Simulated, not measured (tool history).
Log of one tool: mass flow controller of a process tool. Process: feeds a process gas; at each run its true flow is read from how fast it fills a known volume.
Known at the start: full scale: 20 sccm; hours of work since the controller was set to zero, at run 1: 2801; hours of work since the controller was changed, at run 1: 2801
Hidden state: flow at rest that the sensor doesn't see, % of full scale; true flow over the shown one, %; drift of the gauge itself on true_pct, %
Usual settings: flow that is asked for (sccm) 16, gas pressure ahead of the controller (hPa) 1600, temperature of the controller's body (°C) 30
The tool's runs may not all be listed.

| run | hour | flow that is asked for (sccm) | gas pressure ahead of the controller (hPa) | temperature of the controller's body (°C) | hours of work since the controller was set to zero | hours of work since the controller was changed | true flow (%) |
|---|---|---|---|---|---|---|---|
| 1 | 0 | 16 | 1600 | 30 | 2801 | 2801 | 99.52 |
| 2 | 118.4 | 16 | 1600 | 30 | 2846 | 2846 | 99.58 |
| 3 | 302.2 | 16 | 1600 | 30 | 2916 | 2916 | 99.55 |
| 4 | 552.6 | 16 | 1600 | 30 | 3010 | 3010 | 99.67 |
| 5 | 709.2 | 16 | 1600 | 30 | 3070 | 3070 | 99.64 |
| 6 | 986.9 | 16 | 1600 | 30 | 3175 | 3175 | 99.47 |
| 7 | 1239.6 | 16 | 1600 | 30 | 3271 | 3271 | 99.56 |
| 8 | 1387.4 | 3 | 1750 | 22 | 3326 | 3326 | 99.99 |
| 9 | 1549.9 | 17 | 2300 | 22 | 3388 | 3388 | 100.22 |
| 10 | 1722.2 | 5 | 2320 | 28 | 3453 | 3453 | 99.42 |
| 11 | 1912 | 13 | 2320 | 24 | 3525 | 3525 | 99.76 |
| 12 | 2060.9 | 13 | 2320 | 24 | 3581 | 3581 | 99.64 |
| 13 | 2214.5 | 13 | 2320 | 24 | 3640 | 3640 | 99.8 |

Forecast each of these 5 alternatives for the next run:
| A | 2471.6 | 9 | 1980 | 30 | 3737 | 3737 | ? |
| B | 2471.6 | 15 | 2320 | 24 | 3737 | 3737 | ? |
| C | 2471.6 | 9 | 2780 | 24 | 3737 | 3737 | ? |
| D | 2471.6 | 3 | 2320 | 20 | 3737 | 3737 | ? |
| E | 2471.6 | 6 | 2240 | 22 | 3737 | 3737 | ? |

| run | true flow (%) |
|---|---|
| A | 99.31 |
| B | 99.88 |
| C | 99.57 |
| D | 99.96 |
| E | 99.96 |
Without the tool's hidden state the same runs would have given:
| run | true flow (%) |
|---|---|
| A | 99.31 |
| B | 99.89 |
| C | 99.57 |
| D | 99.94 |
| E | 99.96 |
